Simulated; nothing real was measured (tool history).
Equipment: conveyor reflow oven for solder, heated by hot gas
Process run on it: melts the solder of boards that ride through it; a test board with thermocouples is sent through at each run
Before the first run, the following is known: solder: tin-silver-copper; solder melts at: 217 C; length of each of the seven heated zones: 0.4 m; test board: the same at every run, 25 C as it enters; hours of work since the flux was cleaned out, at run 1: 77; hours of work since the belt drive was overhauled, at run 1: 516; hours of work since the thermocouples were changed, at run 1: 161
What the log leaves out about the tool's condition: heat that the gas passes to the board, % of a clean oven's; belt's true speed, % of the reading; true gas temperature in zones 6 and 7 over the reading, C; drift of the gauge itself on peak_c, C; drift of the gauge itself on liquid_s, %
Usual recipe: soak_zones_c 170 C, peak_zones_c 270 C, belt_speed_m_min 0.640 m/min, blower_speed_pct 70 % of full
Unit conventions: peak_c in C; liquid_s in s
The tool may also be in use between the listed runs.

run,hour,soak_zones_c,peak_zones_c,belt_speed_m_min,blower_speed_pct,hours of work since the flux was cleaned out,hours of work since the belt drive was overhauled,hours of work since the thermocouples were changed,peak_c,liquid_s
1,0.0,170,270,0.640,70,77,516,161,259.2,60.7
2,101.7,170,270,0.640,70,131,570,215,259.4,61.0
3,170.2,170,270,0.698,70,168,606,252,256.4,53.7
4,216.7,170,270,0.529,70,193,631,276,263.5,77.8
5,285.0,170,270,0.640,68,229,668,313,259.2,60.8
6,382.9,170,270,0.640,70,281,720,365,259.1,60.9
7,441.8,171,270,0.640,70,312,751,396,259.3,61.3
8,523.0,171,270,0.640,70,356,794,439,259.4,60.5
# hour 557.5: flux residue cleaned out of gas plates and filters
9,632.2,170,270,0.640,80,40,850,495,259.8,61.5
10,674.7,170,270,0.640,80,62,872,517,260.6,61.8
11,747.0,170,270,0.640,80,101,911,556,260.5,61.9
12,789.2,170,270,0.640,80,123,933,578,260.3,62.1
13,841.9,163,270,0.640,70,151,961,606,259.1,58.5
14,889.4,171,270,0.640,70,177,987,632,259.0,61.3
15,945.5,171,270,0.640,70,206,1016,661,259.4,61.1
16,1018.6,170,272,0.750,88,245,1055,700,258.9,51.1
# hour 1040.6: belt drive overhauled, speed set with a stopwatch
# hour 1070.5: thermocouples of zones 6 and 7 changed
17,1075.2,170,272,0.750,88,272,17,3,259.1,51.9
18,1141.1,170,272,0.750,88,307,52,38,259.9,51.7
19,1209.9,178,272,0.750,88,344,89,74,260.7,54.3
# hour 1259.6: flux residue cleaned out of gas plates and filters
20,1270.0,178,272,0.750,88,6,118,104,260.6,54.7
21,1326.0,170,283,0.640,67,35,148,133,271.6,66.4
22,1398.3,170,270,0.640,75,74,187,172,259.2,61.4
23,1482.9,170,270,0.640,75,119,232,217,260.7,61.2
24,1561.8,170,270,0.640,75,161,274,259,260.5,61.4
25,1606.9,161,261,0.590,75,185,298,283,252.5,59.7
26,1653.0,170,261,0.737,70,209,322,307,246.7,44.8
27,1700.9,170,261,0.713,70,235,348,333,247.9,47.4
28,1794.1,170,270,0.625,70,284,397,382,259.9,63.3
29,1893.0,170,270,0.640,81,337,450,435,260.7,62.3

Here are 4 independent what-if runs from the current tool condition. What would each one return?
# hour 1959.3: flux residue cleaned out of gas plates and filters
A,1959.4,165,270,0.608,76,0,483,468,?,?
# hour 1959.3: flux residue cleaned out of gas plates and filters
B,1959.4,170,267,0.669,89,0,483,468,?,?
# hour 1959.3: flux residue cleaned out of gas plates and filters
C,1959.4,156,270,0.561,54,0,483,468,?,?
# hour 1959.3: flux residue cleaned out of gas plates and filters
D,1959.4,170,264,0.751,70,0,483,468,?,?

run,peak_c,liquid_s
A,260.7,64.0
B,258.0,58.0
C,258.1,64.8
D,249.4,45.5
Take away the tool's hidden state, keep each run's random variation, and the runs would have read:
run,peak_c,liquid_s
A,260.7,64.0
B,258.0,58.0
C,258.1,64.8
D,249.5,45.5
